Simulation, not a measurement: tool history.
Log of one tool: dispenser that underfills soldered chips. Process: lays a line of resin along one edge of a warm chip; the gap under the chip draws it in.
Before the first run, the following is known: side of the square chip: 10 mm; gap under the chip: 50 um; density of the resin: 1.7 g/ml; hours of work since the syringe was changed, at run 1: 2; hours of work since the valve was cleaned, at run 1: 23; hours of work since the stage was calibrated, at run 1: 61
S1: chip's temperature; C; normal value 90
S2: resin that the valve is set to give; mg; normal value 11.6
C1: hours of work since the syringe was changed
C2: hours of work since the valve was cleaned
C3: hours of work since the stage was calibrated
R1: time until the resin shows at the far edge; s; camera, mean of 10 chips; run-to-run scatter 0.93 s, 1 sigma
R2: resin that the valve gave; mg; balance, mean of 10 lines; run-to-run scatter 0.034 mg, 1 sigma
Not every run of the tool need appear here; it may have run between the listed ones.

run,hour,S1,S2,C1,C2,C3,R1,R2
1,0,90,11.6,2,23,61,103,11.48
2,9.9,90,11.6,9,30,68,155.2,11.46
# hour 11.2: new syringe of resin
3,23.3,97,11.6,8,39,77,120.3,11.43
# hour 25.9: new syringe of resin
4,33.7,97,11.6,5,46,83,97.1,11.4
# hour 40.6: new syringe of resin
5,43.1,97,11.6,2,52,89,78.2,11.41
6,51.5,80,11.6,7,58,95,191.2,11.38
# hour 55.1: new syringe of resin
7,62.2,80,11.6,5,65,102,167,11.28
8,67.8,90,11.6,9,68,106,149.7,11.29
# hour 69.5: new syringe of resin
9,79.1,84,11.6,7,76,113,157.1,11.22
# hour 84.1: new syringe of resin
10,84.7,90,11.3,0,79,117,90.3,11
11,94,90,11.3,7,86,123,134.3,10.93
# hour 98.6: new syringe of resin
12,100.9,84,11.3,2,90,128,117.3,10.98
# hour 113.2: new syringe of resin
13,114.2,84,11.3,1,99,137,111.3,10.93
14,122.5,84,11.3,6,105,142,153.9,10.86
# hour 127.9: new syringe of resin
15,133.6,84,11.3,4,112,150,136.2,10.82
16,140.5,84,11.3,8,117,154,179.7,10.84
# hour 142.6: new syringe of resin
17,146.9,84,11.3,3,121,158,128.7,10.83
# hour 157.2: new syringe of resin
18,157.2,84,11.3,0,127,165,105.7,10.79
19,167.4,78,13.8,7,134,172,188.3,13.12
# hour 171.5: new syringe of resin
20,174,95,13.7,2,139,176,82.1,13.03
# hour 186.2: dispensing valve cleaned and set on the balance
# hour 187.7: new syringe of resin
21,187.9,87,10.5,0,1,185,97.2,10.5
22,195.2,86,11.6,5,6,190,130.5,11.63
# hour 202.2: new syringe of resin
23,207.4,78,11.3,4,14,198,164.3,11.24
# hour 216.5: new syringe of resin
24,218.2,78,11.3,1,21,205,140.1,11.23
25,227.3,101,13,7,27,211,97.1,12.94
# hour 231.3: new syringe of resin
26,237.7,101,13,4,34,218,78.9,12.89
# hour 245.6: new syringe of resin
27,249.4,102,14.9,3,42,226,68.4,14.73
28,259.2,102,14.9,9,48,232,104.1,14.69
# hour 260.4: new syringe of resin
29,264.9,102,14.9,3,52,236,71.6,14.72
30,271.1,102,14.9,7,56,240,92.1,14.66
# hour 275.2: new syringe of resin
31,277.2,102,13.1,1,60,244,65.9,12.83
32,286.4,87,14.3,8,66,250,147.3,13.99
# hour 290.1: new syringe of resin
33,294.6,87,14.3,3,72,255,111.2,13.94
34,303.5,100,11.1,9,78,261,112.3,10.8
# hour 304.7: new syringe of resin
35,316.2,93,11.1,8,86,270,126.4,10.8

Each row is a separate what-if for the run after 35, all from the same tool condition, not one after another. Results?
# hour 319: new syringe of resin
A,326.5,94,10.4,5,93,277,?,?
# hour 319: new syringe of resin
B,326.5,102,11.8,5,93,277,?,?
# hour 319: new syringe of resin
C,326.5,90,10.6,5,93,277,?,?
# hour 319: new syringe of resin
D,326.5,87,11.1,5,93,277,?,?

run,R1,R2
A,107.6,10.13
B,82,11.46
C,122,10.28
D,131.6,10.85
Take away the tool's hidden state, keep each run's random variation, and the runs would have read:
run,R1,R2
A,80.1,10.43
B,61.4,11.8
C,91.1,10.59
D,98.3,11.16
